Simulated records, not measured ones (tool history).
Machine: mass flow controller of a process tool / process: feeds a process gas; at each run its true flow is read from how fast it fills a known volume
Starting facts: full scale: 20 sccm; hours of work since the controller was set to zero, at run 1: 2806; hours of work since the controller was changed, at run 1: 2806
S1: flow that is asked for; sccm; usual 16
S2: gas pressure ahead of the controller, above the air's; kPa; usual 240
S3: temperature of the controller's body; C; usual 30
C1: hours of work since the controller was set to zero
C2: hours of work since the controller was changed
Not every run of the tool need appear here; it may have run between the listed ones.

run 1 hour=0.0 | S1=16 S2=240 S3=30 | C1=2806 C2=2806 | true_flow_(%)=98.60
run 2 hour=57.1 | S1=16 S2=240 S3=30 | C1=2848 C2=2848 | true_flow_(%)=98.50
run 3 hour=104.0 | S1=16 S2=240 S3=30 | C1=2882 C2=2882 | true_flow_(%)=98.52
run 4 hour=169.7 | S1=16 S2=240 S3=30 | C1=2930 C2=2930 | true_flow_(%)=98.39
run 5 hour=251.2 | S1=16 S2=240 S3=30 | C1=2990 C2=2990 | true_flow_(%)=98.55
run 6 hour=304.5 | S1=16 S2=240 S3=30 | C1=3029 C2=3029 | true_flow_(%)=98.39
run 7 hour=354.5 | S1=3 S2=240 S3=30 | C1=3066 C2=3066 | true_flow_(%)=100.24
run 8 hour=440.6 | S1=14 S2=240 S3=30 | C1=3129 C2=3129 | true_flow_(%)=98.27
run 9 hour=530.0 | S1=14 S2=240 S3=30 | C1=3194 C2=3194 | true_flow_(%)=98.36
run 10 hour=579.0 | S1=16 S2=240 S3=30 | C1=3230 C2=3230 | true_flow_(%)=98.24
run 11 hour=659.0 | S1=16 S2=240 S3=30 | C1=3289 C2=3289 | true_flow_(%)=98.43
run 12 hour=716.0 | S1=16 S2=240 S3=30 | C1=3331 C2=3331 | true_flow_(%)=98.33
run 13 hour=799.5 | S1=16 S2=240 S3=30 | C1=3392 C2=3392 | true_flow_(%)=98.24
run 14 hour=886.7 | S1=16 S2=240 S3=30 | C1=3456 C2=3456 | true_flow_(%)=98.40
run 15 hour=953.5 | S1=13 S2=158 S3=34 | C1=3505 C2=3505 | true_flow_(%)=98.34
run 16 hour=1002.8 | S1=16 S2=246 S3=23 | C1=3541 C2=3541 | true_flow_(%)=98.69
run 17 hour=1073.1 | S1=3 S2=199 S3=30 | C1=3592 C2=3592 | true_flow_(%)=100.65
run 18 hour=1117.1 | S1=3 S2=199 S3=30 | C1=3624 C2=3624 | true_flow_(%)=100.52
run 19 hour=1207.2 | S1=3 S2=199 S3=30 | C1=3690 C2=3690 | true_flow_(%)=100.79
run 20 hour=1300.1 | S1=12 S2=262 S3=28 | C1=3759 C2=3759 | true_flow_(%)=98.23
run 21 hour=1397.2 | S1=2 S2=266 S3=28 | C1=3830 C2=3830 | true_flow_(%)=102.69
run 22 hour=1474.6 | S1=6 S2=256 S3=28 | C1=3886 C2=3886 | true_flow_(%)=98.78
run 23 hour=1523.8 | S1=6 S2=256 S3=28 | C1=3923 C2=3923 | true_flow_(%)=98.74
run 24 hour=1583.2 | S1=7 S2=240 S3=32 | C1=3966 C2=3966 | true_flow_(%)=98.41
run 25 hour=1667.0 | S1=12 S2=157 S3=25 | C1=4027 C2=4027 | true_flow_(%)=98.94
run 26 hour=1753.7 | S1=3 S2=188 S3=37 | C1=4091 C2=4091 | true_flow_(%)=100.52
run 27 hour=1847.3 | S1=3 S2=188 S3=37 | C1=4160 C2=4160 | true_flow_(%)=100.73

Forecast each of these 5 alternatives for the next run:
run A hour=1928.6 | S1=4 S2=215 S3=37 | C1=4219 C2=4219 | true_flow_(%)=?
run B hour=1928.6 | S1=16 S2=164 S3=30 | C1=4219 C2=4219 | true_flow_(%)=?
run C hour=1928.6 | S1=16 S2=240 S3=29 | C1=4219 C2=4219 | true_flow_(%)=?
run D hour=1928.6 | S1=4 S2=175 S3=24 | C1=4219 C2=4219 | true_flow_(%)=?
run E hour=1928.6 | S1=16 S2=241 S3=23 | C1=4219 C2=4219 | true_flow_(%)=?

run=A true_flow_(%)=99.59
run=B true_flow_(%)=98.38
run=C true_flow_(%)=98.08
run=D true_flow_(%)=100.30
run=E true_flow_(%)=98.49
Stripped of hidden state, with their random variation kept, the same runs would have yielded:
run=A true_flow_(%)=98.20
run=B true_flow_(%)=99.54
run=C true_flow_(%)=99.23
run=D true_flow_(%)=98.91
run=E true_flow_(%)=99.64

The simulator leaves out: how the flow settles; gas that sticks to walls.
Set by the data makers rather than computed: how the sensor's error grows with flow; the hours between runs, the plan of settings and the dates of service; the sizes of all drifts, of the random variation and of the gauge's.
